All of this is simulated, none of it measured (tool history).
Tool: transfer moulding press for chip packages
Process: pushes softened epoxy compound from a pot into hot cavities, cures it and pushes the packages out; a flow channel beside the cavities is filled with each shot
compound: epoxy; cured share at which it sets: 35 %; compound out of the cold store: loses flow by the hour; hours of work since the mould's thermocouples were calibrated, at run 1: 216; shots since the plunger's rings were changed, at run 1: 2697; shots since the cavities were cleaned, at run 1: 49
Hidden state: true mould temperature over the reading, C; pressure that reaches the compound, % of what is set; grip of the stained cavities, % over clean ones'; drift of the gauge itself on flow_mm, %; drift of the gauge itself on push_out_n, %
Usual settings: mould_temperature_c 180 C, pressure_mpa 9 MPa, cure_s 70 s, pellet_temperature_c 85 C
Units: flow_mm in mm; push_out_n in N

run    day  mould_temperature_c  pressure_mpa  cure_s  pellet_temperature_c  hours of work since the mould's thermocouples were calibrated  shots since the plunger's rings were changed  shots since the cavities were cleaned  incoming compound's hours out of the cold store  flow_mm  push_out_n
  1  0.000                  180             9      70                    85                                                            216                                          2697                                     49                                             15.5      600         915
  2  1.300                  180             9      70                    85                                                            238                                          3183                                    535                                             35.3      537        1291
     2.279  -- cavities cleaned with cleaning compound and waxed
  3  2.388                  180             9      70                    85                                                            255                                          3568                                     41                                             36.3      536         798
  4  3.221                  180             9      70                    85                                                            269                                          3880                                    353                                             24.5      567        1207
     4.542  -- cavities cleaned with cleaning compound and waxed
  5  4.612                  180             9      70                    85                                                            291                                          4378                                     27                                             35.1      541         776
     4.833  -- mould's thermocouples calibrated
  6  6.404                  180             9      70                    85                                                             26                                          5018                                    667                                             44.7      497        1344

Forecast run 7:
     6.917  -- cavities cleaned with cleaning compound and waxed
     7.758  -- plunger's sealing rings changed
  7  7.825                  180             9      70                    85                                                             47                                            26                                    302                                             17.0        ?           ?

{"run 7": {"flow_mm": 620, "push_out_n": 1221}}
Without the tool's hidden state the same run would have given flow_mm 620 mm, push_out_n 785 N.
